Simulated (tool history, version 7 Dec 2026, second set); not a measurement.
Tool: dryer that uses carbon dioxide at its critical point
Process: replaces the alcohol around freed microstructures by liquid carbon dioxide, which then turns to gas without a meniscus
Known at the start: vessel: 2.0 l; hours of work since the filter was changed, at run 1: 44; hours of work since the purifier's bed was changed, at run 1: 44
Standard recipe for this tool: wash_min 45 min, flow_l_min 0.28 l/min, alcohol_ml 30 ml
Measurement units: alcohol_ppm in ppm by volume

run	hour	wash_min	flow_l_min	alcohol_ml	hours of work since the filter was changed	hours of work since the purifier's bed was changed	alcohol_ppm
1	0	45	0.28	30	44	44	77
2	9.7	45	0.28	30	47	47	69
3	14.7	28	0.28	30	49	49	490
4	24.4	28	0.28	30	52	52	496
5	32.9	28	0.28	30	55	55	513
6	38.2	45	0.28	30	57	57	78
7	47.4	45	0.28	30	60	60	79
8	53.2	45	0.28	30	62	62	87
9	61.8	45	0.28	30	65	65	88
10	71.6	45	0.28	30	68	68	89
11	80.8	45	0.28	30	71	71	84
12	85.7	45	0.28	30	73	73	87
13	92.8	45	0.28	30	75	75	88
14	103.3	45	0.28	30	79	79	94
15	109.4	45	0.269	48	81	81	161
16	117.5	28	0.285	48	84	84	830
17	124.1	28	0.285	48	86	86	808
18	129.8	28	0.197	48	88	88	2292
19	134.4	57	0.257	32	89	89	61
20	144.4	45	0.261	30	93	93	133
21	152.4	42	0.283	78	95	95	269
22	159.8	45	0.28	99	98	98	256
23	169.2	30	0.235	24	101	101	615
24	178.5	30	0.235	24	104	104	633
25	183.9	30	0.235	24	106	106	628
26	192.9	45	0.389	30	109	109	49
27	203.3	45	0.389	30	113	113	40

Each row is a separate what-if for the run after 27, all from the same tool condition, not one after another. Results?
A	212.4	45	0.389	27	116	116	?
B	212.4	60	0.271	38	116	116	?
C	212.4	29	0.28	30	116	116	?

run	alcohol_ppm
A	41
B	42
C	538
Without the tool's hidden state the same runs would have given:
run	alcohol_ppm
A	9
B	5
C	386
